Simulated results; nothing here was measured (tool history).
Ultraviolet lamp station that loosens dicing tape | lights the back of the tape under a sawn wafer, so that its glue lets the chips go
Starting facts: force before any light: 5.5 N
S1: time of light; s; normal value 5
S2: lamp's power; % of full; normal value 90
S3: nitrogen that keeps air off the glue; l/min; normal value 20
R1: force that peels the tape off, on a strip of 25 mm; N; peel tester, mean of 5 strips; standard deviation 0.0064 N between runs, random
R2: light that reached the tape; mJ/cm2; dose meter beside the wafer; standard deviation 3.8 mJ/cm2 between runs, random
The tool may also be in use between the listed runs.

run,hour,S1,S2,S3,R1,R2
1,0,5,90,20,0.265,495
2,47.9,5,89,20,0.234,521
3,146,5,71,20,0.375,385
4,203.1,5,71,20,0.422,364
5,274.3,5,71,17,0.51,341
6,362.5,5,85,17,0.418,379
7,414.1,5,90,7,0.511,415
8,467.9,5,90,7,0.585,405
9,547.1,5,67,20,0.697,279
10,610.9,5,67,20,0.753,263
11,671.8,5,67,20,0.304,444
12,744.3,5,90,20,0.224,565
13,828.6,5,87,20,0.22,563
14,893.4,5,87,20,0.227,546
15,937.5,5,90,20,0.223,550
16,987.4,5,90,11,0.3,533
17,1036.9,5,90,25,0.245,507
18,1133,5,83,20,0.273,470
19,1211.8,5,90,20,0.269,480
20,1283.2,5,90,20,0.287,456
21,1383.3,5,90,20,0.324,423
22,1442.8,5,90,20,0.348,399
23,1485.8,2,90,20,1.458,170
24,1538.2,4,90,22,0.521,324
25,1631.3,4,90,22,0.579,299
26,1686.4,4,90,22,0.671,283
27,1756.5,7,90,12,0.181,823
28,1821.7,9,83,20,0.175,937
29,1869.3,3,90,8,0.637,358
30,1921,3,80,19,0.597,309
31,2007.1,5,94,31,0.207,568
32,2059.7,6,80,20,0.218,566
33,2155.1,8,80,13,0.195,693
34,2253.7,5,73,20,0.363,400
35,2354,5,64,35,0.438,321
36,2449.1,5,64,35,0.49,296
37,2511.9,5,64,29,0.571,282
38,2561.4,5,83,17,0.385,390
39,2635,3,74,37,1.07,196
40,2722.2,5,67,12,0.912,269
41,2767.1,5,90,8,0.664,346
42,2843.8,5,90,8,0.288,588
43,2923.6,5,90,8,0.251,615

Put back what was entered between runs (12 entries, withheld): which listed runs does each sit between, and how does the hidden state differ from the listed run before to the listed run after?
In the gap between runs 1 and 2: window cleaned of glue's vapour (hour 28)
  lamp's light, % of a new lamp's: 82.4 -> 80.2; light that the window lets through, % of a clean one's: 91.3 -> 99.5
  what was measured, less what the result would be without the hidden state, R1: +0.062 -> +0.047 N; R2: -163 -> -132 mJ/cm2
In the gap between runs 6 and 7: window cleaned of glue's vapour (hour 386.4)
  lamp's light, % of a new lamp's: 67.2 -> 65; light that the window lets through, % of a clean one's: 91.6 -> 98.8
  what was measured, less what the result would be without the hidden state, R1: +0.208 -> +0.26 N; R2: -239 -> -232 mJ/cm2
In the gap between runs 10 and 11: lamp changed (hour 642.5)
  lamp's light, % of a new lamp's: 57.3 -> 97.9; light that the window lets through, % of a clean one's: 94 -> 92.5
  what was measured, less what the result would be without the hidden state, R1: +0.499 -> +0.043 N; R2: -227 -> -46 mJ/cm2
In the gap between runs 12 and 13: window cleaned of glue's vapour (hour 749.2)
  lamp's light, % of a new lamp's: 94.8 -> 91.3; light that the window lets through, % of a clean one's: 90.7 -> 97.9
  what was measured, less what the result would be without the hidden state, R1: +0.025 -> +0.02 N; R2: -92 -> -68 mJ/cm2
In the gap between runs 17 and 18: window cleaned of glue's vapour (hour 1108.4)
  lamp's light, % of a new lamp's: 83 -> 79.1; light that the window lets through, % of a clean one's: 92.6 -> 98.9
  what was measured, less what the result would be without the hidden state, R1: +0.048 -> +0.067 N; R2: -152 -> -131 mJ/cm2
In the gap between runs 22 and 23: window cleaned of glue's vapour (hour 1466.8)
  lamp's light, % of a new lamp's: 66.7 -> 64.9; light that the window lets through, % of a clean one's: 91.1 -> 98.9
  what was measured, less what the result would be without the hidden state, R1: +0.165 -> +0.699 N; R2: -258 -> -95 mJ/cm2
In the gap between runs 26 and 27: lamp changed (hour 1710.2)
  lamp's light, % of a new lamp's: 57.1 -> 97.3; light that the window lets through, % of a clean one's: 93.8 -> 92.2
  what was measured, less what the result would be without the hidden state, R1: +0.432 -> +0.006 N; R2: -242 -> -95 mJ/cm2
In the gap between runs 28 and 29: window cleaned of glue's vapour (hour 1831.6)
  lamp's light, % of a new lamp's: 94.4 -> 92.4; light that the window lets through, % of a clean one's: 90.7 -> 99
  what was measured, less what the result would be without the hidden state, R1: +0.002 -> +0.094 N; R2: -157 -> -34 mJ/cm2
In the gap between runs 33 and 34: window cleaned of glue's vapour (hour 2192.2)
  lamp's light, % of a new lamp's: 81.1 -> 76.7; light that the window lets through, % of a clean one's: 91.6 -> 97.9
  what was measured, less what the result would be without the hidden state, R1: +0.022 -> +0.124 N; R2: -240 -> -133 mJ/cm2
In the gap between runs 37 and 38: window cleaned of glue's vapour (hour 2555.6)
  lamp's light, % of a new lamp's: 66.5 -> 64.5; light that the window lets through, % of a clean one's: 91.5 -> 99.5
  what was measured, less what the result would be without the hidden state, R1: +0.322 -> +0.186 N; R2: -181 -> -217 mJ/cm2
In the gap between runs 41 and 42: lamp changed (hour 2772.5)
  lamp's light, % of a new lamp's: 56.1 -> 96.8; light that the window lets through, % of a clean one's: 94.3 -> 92.3
  what was measured, less what the result would be without the hidden state, R1: +0.436 -> +0.04 N; R2: -310 -> -70 mJ/cm2
In the gap between runs 42 and 43: window cleaned of glue's vapour (hour 2917.6)
  lamp's light, % of a new lamp's: 96.8 -> 93.8; light that the window lets through, % of a clean one's: 92.3 -> 99.8
  what was measured, less what the result would be without the hidden state, R1: +0.04 -> +0.021 N; R2: -70 -> -41 mJ/cm2

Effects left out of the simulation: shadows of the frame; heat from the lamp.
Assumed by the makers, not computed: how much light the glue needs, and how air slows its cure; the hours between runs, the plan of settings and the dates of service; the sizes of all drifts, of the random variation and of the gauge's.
